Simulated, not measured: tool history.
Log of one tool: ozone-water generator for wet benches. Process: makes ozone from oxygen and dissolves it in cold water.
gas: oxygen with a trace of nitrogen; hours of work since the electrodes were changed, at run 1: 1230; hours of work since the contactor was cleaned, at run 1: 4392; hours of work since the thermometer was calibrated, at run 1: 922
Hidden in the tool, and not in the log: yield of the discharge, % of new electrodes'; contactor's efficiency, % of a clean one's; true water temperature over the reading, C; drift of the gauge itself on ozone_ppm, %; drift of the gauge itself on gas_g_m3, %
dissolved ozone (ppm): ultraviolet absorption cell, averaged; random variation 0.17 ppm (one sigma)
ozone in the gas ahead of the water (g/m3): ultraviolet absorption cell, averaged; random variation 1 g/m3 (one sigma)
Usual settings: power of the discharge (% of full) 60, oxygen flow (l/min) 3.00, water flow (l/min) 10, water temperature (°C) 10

run,hour,power of the discharge (% of full),oxygen flow (l/min),water flow (l/min),water temperature (°C),hours of work since the electrodes were changed,hours of work since the contactor was cleaned,hours of work since the thermometer was calibrated,dissolved ozone (ppm),ozone in the gas ahead of the water (g/m3)
1,0.0,60,3.00,10,10,1230,4392,922,22.0,175.1
2,68.4,60,3.00,10,10,1298,4460,989,22.4,176.9
3,114.6,60,3.00,9,10,1343,4506,1035,24.0,176.5
4,159.9,60,3.00,9,10,1388,4551,1080,24.3,175.5
5,209.0,60,3.00,9,10,1437,4599,1129,24.0,177.1
6,282.9,60,3.85,10,10,1510,4672,1202,22.6,156.3
7,323.2,60,3.00,10,10,1550,4712,1242,22.1,176.8
8,377.1,60,1.82,10,10,1603,4766,1295,20.8,225.4
9,425.7,60,1.82,10,10,1651,4814,1343,20.7,225.8
10,499.0,60,3.03,10,10,1724,4886,1416,22.1,176.8
11,549.8,60,3.00,10,10,1774,4937,1466,22.1,177.6
12,617.3,60,3.00,10,10,1841,5004,1533,22.2,177.3
13,675.2,60,3.00,10,10,1899,5061,1590,22.4,176.8
14,719.6,60,3.00,10,10,1943,5105,1634,21.8,177.1
15,777.4,60,3.00,10,10,2000,5162,1692,22.2,180.2
16,843.9,60,3.00,10,10,2066,5228,1757,22.2,178.2
17,898.8,60,3.00,10,10,2120,5282,1812,21.8,177.9
18,969.4,44,1.60,10,10,2190,5352,1882,15.9,193.6
19,1037.4,44,1.60,10,10,2257,5420,1949,15.8,192.1
20,1092.9,66,5.06,16,17,2312,5475,2004,15.5,150.3
21,1147.5,95,2.39,10,6,2366,5529,2058,32.1,286.7
# hour 1153.1: gauge calibrated
22,1191.9,95,2.39,10,6,2410,5573,2102,32.5,279.1
23,1234.8,69,2.26,10,15,2453,5615,2145,22.7,224.0
24,1274.7,60,5.13,10,10,2492,5655,2184,22.5,133.5
25,1316.1,54,2.14,10,9,2533,5696,2225,19.8,192.9
26,1349.5,43,2.77,10,10,2566,5729,2258,16.9,141.5
27,1393.1,52,4.80,7,10,2610,5772,2301,25.2,123.4
28,1447.3,47,2.21,8,7,2663,5826,2355,22.3,169.6
29,1517.2,51,3.00,11,10,2732,5895,2424,18.1,156.4
30,1578.8,51,1.77,8,10,2793,5956,2485,22.1,201.7
31,1627.2,60,3.00,10,9,2841,6004,2533,22.2,178.2
32,1684.9,60,3.00,10,9,2899,6061,2590,22.5,178.1

Forecast run 33:
33,1730.4,65,3.00,10,9,2944,6106,2635,?,?

dissolved ozone (ppm): 23.8
ozone in the gas ahead of the water (g/m3): 187.9
Without the tool's hidden state the same run would have given dissolved ozone (ppm) 23.9, ozone in the gas ahead of the water (g/m3) 185.3.
